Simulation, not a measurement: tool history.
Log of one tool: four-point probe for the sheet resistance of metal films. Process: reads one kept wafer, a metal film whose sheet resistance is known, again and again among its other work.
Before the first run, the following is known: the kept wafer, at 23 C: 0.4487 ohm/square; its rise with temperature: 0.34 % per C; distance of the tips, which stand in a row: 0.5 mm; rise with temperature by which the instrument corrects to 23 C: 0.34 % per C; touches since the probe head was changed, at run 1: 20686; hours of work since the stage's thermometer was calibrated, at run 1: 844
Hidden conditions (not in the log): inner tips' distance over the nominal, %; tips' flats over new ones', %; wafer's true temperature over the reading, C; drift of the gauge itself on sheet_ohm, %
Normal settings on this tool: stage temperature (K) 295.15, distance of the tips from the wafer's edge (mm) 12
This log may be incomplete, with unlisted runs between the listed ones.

run   hour  stage temperature (K)  distance of the tips from the wafer's edge (mm)  touches since the probe head was changed  hours of work since the stage's thermometer was calibrated  sheet resistance as the instrument gives it (ohm/square)
  1    0.0                 295.15                                               12                                     20686                                                         844                                                  0.451018
  2   16.6                 304.15                                               12                                     21429                                                         854                                                  0.451237
  3   30.3                 295.15                                               12                                     22040                                                         862                                                  0.451289
  4   40.8                 295.15                                                6                                     22507                                                         868                                                  0.452383
  5   49.3                 295.15                                               12                                     22887                                                         873                                                  0.451192
  6   65.4                 295.15                                               12                                     23608                                                         883                                                  0.451092
  7   76.8                 307.15                                               12                                     24115                                                         890                                                  0.451241
  8   91.4                 295.15                                               12                                     24770                                                         898                                                  0.451099
  9  102.4                 295.15                                               13                                     25260                                                         905                                                  0.451111
 10  110.4                 295.15                                               13                                     25619                                                         910                                                  0.451175
 11  120.8                 295.15                                                4                                     26082                                                         916                                                  0.454502
 12  135.7                 295.15                                               20                                     26750                                                         925                                                  0.451137
 13  148.6                 295.15                                               20                                     27325                                                         932                                                  0.450944
 14  156.3                 295.15                                               12                                     27666                                                         937                                                  0.451240
 15  173.3                 295.15                                               13                                     28427                                                         947                                                  0.450979
 16  185.9                 295.15                                               13                                     28992                                                         954                                                  0.451132
 17  202.4                 295.15                                                4                                     29726                                                         964                                                  0.454688
     203.8  -- stage's thermometer calibrated
 18  213.2                 295.15                                                4                                     30188                                                           6                                                  0.454923
 19  221.6                 295.15                                               12                                     30562                                                          11                                                  0.451404
 20  233.4                 295.15                                               12                                     31088                                                          17                                                  0.451500
 21  241.3                 295.15                                               12                                     31444                                                          22                                                  0.451422
     246.9  -- stage's thermometer calibrated, once more
 22  251.0                 295.15                                               12                                     31852                                                           2                                                  0.450809
 23  268.8                 303.15                                               25                                     32650                                                          13                                                  0.450701
 24  285.1                 303.15                                               63                                     33375                                                          23                                                  0.450676
 25  295.0                 294.15                                                7                                     33817                                                          28                                                  0.451738
 26  304.5                 302.15                                               16                                     34244                                                          34                                                  0.451007
 27  316.0                 293.15                                               25                                     34755                                                          41                                                  0.450356
 28  329.9                 304.15                                                5                                     35376                                                          49                                                  0.453265
 29  338.4                 292.15                                               10                                     35758                                                          54                                                  0.451155
 30  352.4                 292.15                                               10                                     36382                                                          62                                                  0.451092
 31  360.9                 291.15                                               12                                     36765                                                          68                                                  0.450945
 32  375.1                 291.15                                               12                                     37396                                                          76                                                  0.450934
 33  393.0                 305.15                                               37                                     38197                                                          87                                                  0.450859
 34  410.1                 303.15                                                5                                     38962                                                          97                                                  0.453105
 35  421.2                 297.15                                               43                                     39458                                                         103                                                  0.450716
 36  432.4                 297.15                                               43                                     39958                                                         110                                                  0.450804
 37  441.2                 293.15                                                3                                     40348                                                         115                                                  0.457170
 38  451.1                 293.15                                                6                                     40791                                                         121                                                  0.452375
 39  462.7                 295.15                                                5                                     41312                                                         128                                                  0.453225
 40  470.3                 295.15                                                5                                     41652                                                         132                                                  0.453114
 41  481.6                 295.15                                                5                                     42155                                                         139                                                  0.453317
 42  493.7                 292.15                                                6                                     42696                                                         146                                                  0.452485
 43  506.3                 292.15                                               42                                     43258                                                         154                                                  0.450578
 44  516.5                 292.15                                               42                                     43711                                                         160                                                  0.450699

What if the next run were any one of these 5? Each begins from the tool's condition after run 44:
  A  531.1                 307.15                                                9                                     44365                                                         168                                                         ?
  B  531.1                 302.15                                               38                                     44365                                                         168                                                         ?
  C  531.1                 301.15                                                4                                     44365                                                         168                                                         ?
  D  531.1                 303.15                                               24                                     44365                                                         168                                                         ?
  E  531.1                 297.15                                                6                                     44365                                                         168                                                         ?

run  sheet resistance as the instrument gives it (ohm/square)
  A                                                  0.451811
  B                                                  0.450963
  C                                                  0.454541
  D                                                  0.451209
  E                                                  0.452476
With the hidden condition removed and each run's random variation left untouched, the same runs would have given:
run  sheet resistance as the instrument gives it (ohm/square)
  A                                                  0.449746
  B                                                  0.448901
  C                                                  0.452462
  D                                                  0.449145
  E                                                  0.450404
